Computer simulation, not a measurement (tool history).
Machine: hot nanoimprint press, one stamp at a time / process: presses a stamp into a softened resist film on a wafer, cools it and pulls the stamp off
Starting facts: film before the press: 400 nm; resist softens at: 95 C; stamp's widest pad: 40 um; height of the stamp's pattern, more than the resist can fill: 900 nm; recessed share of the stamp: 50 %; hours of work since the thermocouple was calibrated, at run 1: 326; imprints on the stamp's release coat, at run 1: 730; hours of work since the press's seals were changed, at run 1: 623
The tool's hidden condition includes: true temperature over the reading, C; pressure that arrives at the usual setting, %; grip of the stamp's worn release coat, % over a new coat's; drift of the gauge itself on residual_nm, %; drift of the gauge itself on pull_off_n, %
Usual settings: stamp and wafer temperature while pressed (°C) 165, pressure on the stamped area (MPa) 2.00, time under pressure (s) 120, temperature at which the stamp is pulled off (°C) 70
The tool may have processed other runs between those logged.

run    hour  stamp and wafer temperature while pressed (°C)  pressure on the stamped area (MPa)  time under pressure (s)  temperature at which the stamp is pulled off (°C)  hours of work since the thermocouple was calibrated  imprints on the stamp's release coat  hours of work since the press's seals were changed  resist left under the stamp's widest pad (Å)  greatest force while the stamp is pulled off (N)
  1     0.0                                             165                                2.00                      120                                                 70                                                  326                                   730                                                 623                                          2073                                               248
  2    80.6                                             165                                1.95                      120                                                 70                                                  369                                  1037                                                 666                                          2088                                               257
  3   118.7                                             165                                1.95                      120                                                 70                                                  389                                  1182                                                 686                                          2097                                               255
  4   172.1                                             163                                2.00                      120                                                 70                                                  417                                  1386                                                 715                                          2238                                               265
  5   257.9                                             163                                2.00                      120                                                 70                                                  463                                  1714                                                 760                                          2192                                               282
      273.5  -- stamp cleaned and given a new release coat
  6   321.1                                             165                                2.00                      178                                                 70                                                  493                                   182                                                 791                                          1744                                               222
  7   360.4                                             165                                2.00                      178                                                 70                                                  514                                   332                                                 812                                          1742                                               231
      381.7  -- plate thermocouple calibrated
  8   410.2                                             165                                2.00                      178                                                 70                                                   15                                   510                                                 836                                          1899                                               244
  9   464.4                                             165                                2.00                      178                                                 70                                                   44                                   717                                                 865                                          1871                                               249
 10   519.8                                             165                                2.00                      120                                                 70                                                   73                                   928                                                 895                                          2158                                               258
 11   591.5                                             165                                2.00                      120                                                 70                                                  111                                  1202                                                 933                                          2165                                               263
 12   670.6                                             165                                2.00                      120                                                 70                                                  153                                  1504                                                 975                                          2134                                               272
 13   718.5                                             165                                2.00                      120                                                 70                                                  179                                  1686                                                1000                                          2101                                               294
      740.1  -- stamp cleaned and given a new release coat
 14   769.2                                             165                                2.00                      120                                                 70                                                  202                                   111                                                1024                                          2106                                               220
 15   829.4                                             165                                2.00                      120                                                 70                                                  234                                   341                                                1056                                          2107                                               239
 16   893.1                                             165                                2.51                       68                                                 65                                                  268                                   584                                                1090                                          2333                                               257
 17   978.5                                             161                                2.69                      102                                                 65                                                  314                                   909                                                1135                                          2334                                               281
 18  1051.0                                             168                                2.00                      139                                                 77                                                  352                                  1186                                                1173                                          1751                                               223
 19  1125.2                                             168                                2.00                      139                                                 77                                                  391                                  1469                                                1213                                          1716                                               234
 20  1171.0                                             168                                2.00                      139                                                 77                                                  416                                  1644                                                1237                                          1713                                               242
     1206.8  -- stamp cleaned and given a new release coat
 21  1255.4                                             169                                2.74                      225                                                 77                                                  457                                   185                                                1279                                          1167                                               187
     1336.5  -- press's hydraulic seals changed and the load cell set to zero
 22  1340.1                                             175                                1.52                      225                                                 77                                                  498                                   478                                                   2                                          1133                                               197
     1397.8  -- plate thermocouple calibrated
 23  1430.5                                             174                                1.67                      193                                                 62                                                   17                                   811                                                  48                                          1317                                               286
 24  1490.8                                             160                                1.79                      143                                                 73                                                   49                                  1041                                                  80                                          2491                                               248
 25  1535.3                                             165                                2.88                       71                                                 70                                                   73                                  1211                                                 104                                          2244                                               264
 26  1614.6                                             165                                1.63                       98                                                 68                                                  115                                  1513                                                 146                                          2402                                               282
 27  1652.7                                             165                                1.63                       98                                                 68                                                  135                                  1659                                                 166                                          2409                                               294
     1687.8  -- stamp cleaned and given a new release coat
 28  1749.5                                             165                                1.63                       98                                                 68                                                  183                                   235                                                 214                                          2363                                               240
 29  1797.2                                             159                                2.00                      120                                                 66                                                  209                                   417                                                 240                                          2569                                               256

Across each entry between runs, compare the hidden state at the last listed run before it with the hidden state at the first listed run after it:
Logged between run 5 and run 6: stamp cleaned and given a new release coat (hour 273.5)
  true temperature over the reading, C: 1.75 -> 1.87; pressure that arrives at the usual setting, %: 96.36 -> 96.21; grip of the stamp's worn release coat, % over a new coat's: 28.9 -> 3
  what was measured, less what the result would be without the hidden state, resist left under the stamp's widest pad (Å): -120 -> -116; greatest force while the stamp is pulled off (N): +56 -> -2
Logged between run 7 and run 8: plate thermocouple calibrated (hour 381.7)
  true temperature over the reading, C: 1.96 -> 0.13; pressure that arrives at the usual setting, %: 96.1 -> 95.98; grip of the stamp's worn release coat, % over a new coat's: 5.4 -> 8.4
  what was measured, less what the result would be without the hidden state, resist left under the stamp's widest pad (Å): -120 -> +21; greatest force while the stamp is pulled off (N): +3 -> +19
Logged between run 13 and run 14: stamp cleaned and given a new release coat (hour 740.1)
  true temperature over the reading, C: 0.81 -> 0.91; pressure that arrives at the usual setting, %: 95.17 -> 95.05; grip of the stamp's worn release coat, % over a new coat's: 28.4 -> 1.8
  what was measured, less what the result would be without the hidden state, resist left under the stamp's widest pad (Å): -28 -> -35; greatest force while the stamp is pulled off (N): +62 -> +0
Logged between run 20 and run 21: stamp cleaned and given a new release coat (hour 1206.8)
  true temperature over the reading, C: 1.77 -> 1.95; pressure that arrives at the usual setting, %: 94.01 -> 93.8; grip of the stamp's worn release coat, % over a new coat's: 27.7 -> 3
  what was measured, less what the result would be without the hidden state, resist left under the stamp's widest pad (Å): -83 -> -56; greatest force while the stamp is pulled off (N): +45 -> -2
Logged between run 21 and run 22: press's hydraulic seals changed and the load cell set to zero (hour 1336.5)
  true temperature over the reading, C: 1.95 -> 2.1; pressure that arrives at the usual setting, %: 93.8 -> 99.95; grip of the stamp's worn release coat, % over a new coat's: 3 -> 7.8
  what was measured, less what the result would be without the hidden state, resist left under the stamp's widest pad (Å): -56 -> -105; greatest force while the stamp is pulled off (N): -2 -> +6
Logged between run 22 and run 23: plate thermocouple calibrated (hour 1397.8)
  true temperature over the reading, C: 2.1 -> 0.25; pressure that arrives at the usual setting, %: 99.95 -> 99.72; grip of the stamp's worn release coat, % over a new coat's: 7.8 -> 13.4
  what was measured, less what the result would be without the hidden state, resist left under the stamp's widest pad (Å): -105 -> -12; greatest force while the stamp is pulled off (N): +6 -> +33
Logged between run 27 and run 28: stamp cleaned and given a new release coat (hour 1687.8)
  true temperature over the reading, C: 0.76 -> 0.96; pressure that arrives at the usual setting, %: 99.17 -> 98.94; grip of the stamp's worn release coat, % over a new coat's: 28 -> 3.8
  what was measured, less what the result would be without the hidden state, resist left under the stamp's widest pad (Å): -59 -> -73; greatest force while the stamp is pulled off (N): +61 -> +4
